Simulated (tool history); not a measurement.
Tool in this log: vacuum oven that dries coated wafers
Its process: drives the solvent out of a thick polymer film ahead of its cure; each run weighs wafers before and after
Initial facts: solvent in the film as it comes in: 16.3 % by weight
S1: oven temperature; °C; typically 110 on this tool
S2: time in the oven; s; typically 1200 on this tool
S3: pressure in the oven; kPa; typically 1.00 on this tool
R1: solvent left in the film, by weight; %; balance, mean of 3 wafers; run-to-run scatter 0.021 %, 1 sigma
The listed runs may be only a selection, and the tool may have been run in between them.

run   hour   S1    S2    S3    R1
  1    0.0  110  1200  1.00  1.78
  2    8.0  110  1200  1.00  1.81
  3   17.3  103  1200  1.00  3.38
  4   28.9  103  1200  1.00  3.46
  5   43.4  103  1200  1.00  3.42
  6   50.8   97  1200  1.00  5.27
  7   64.5   97  1200  1.00  5.27
  8   76.9   97  1200  1.00  5.28
  9   89.4   97  1200  1.00  5.27
      92.1  -- vacuum gauge cleaned of residue and calibrated
 10   98.9  110   600  1.00  4.44
 11  106.6  110   600  1.00  4.47
 12  120.7  110   600  1.00  4.46
 13  131.0  110   840  1.00  3.04
 14  146.0  119  1200  1.00  0.72
 15  156.5  110  1200  1.00  1.79
     172.6  -- vacuum gauge cleaned of residue and calibrated, once more
 16  176.0  110  1200  0.87  1.61
 17  187.6  110  1200  0.87  1.61
 18  205.9  106  1200  1.58  2.87
 19  220.9   99  1200  0.88  4.39
 20  234.3   99  1200  0.88  4.42
 21  249.8  108   840  0.88  3.33
     254.4  -- oven's thermocouples calibrated
 22  262.4  114   660  1.59  3.63
 23  275.9  114   660  1.59  3.64
 24  293.3  101  1500  1.59  3.98
 25  310.6  109   720  0.53  4.15
 26  320.9  116   720  3.83  3.70
 27  332.6  110  1980  1.80  1.48
 28  342.4  108  1200  1.00  2.54
 29  352.2   95  1200  1.48  6.77
 30  370.1  112   600  2.23  4.86
 31  388.1  103  1380  1.89  3.90
 32  403.1  123  1860  1.40  0.60

Some steps in R1, run to run, broken into two amounts with sign: the step expected even without the hidden condition (settings, incoming material, random variation), and the rest, left for the hidden condition together with whatever gauge scatter is not in both the measured and the hidden-condition-free result:
Hidden state present: true wafer temperature over the reading, C; true pressure over the reading, kPa; drift of the gauge itself on solvent_pct, %.
Run 13 -> 14: S1 110 -> 119, S2 840 -> 1200. R1 -2.32 %: hidden state +0.45, all else -2.77.
Run 14 -> 15: S1 119 -> 110. R1 +1.07 %: hidden state -0.28, all else +1.35.
Run 21 -> 22: S1 108 -> 114, S2 840 -> 660, S3 0.88 -> 1.59, oven's thermocouples calibrated. R1 +0.30 %: hidden state +0.65, all else -0.35.
Run 28 -> 29: S1 108 -> 95, S3 1.00 -> 1.48. R1 +4.23 %: hidden state -0.04, all else +4.27.
Run 31 -> 32: S1 103 -> 123, S2 1380 -> 1860, S3 1.89 -> 1.40. R1 -3.30 %: hidden state +0.12, all else -3.42.
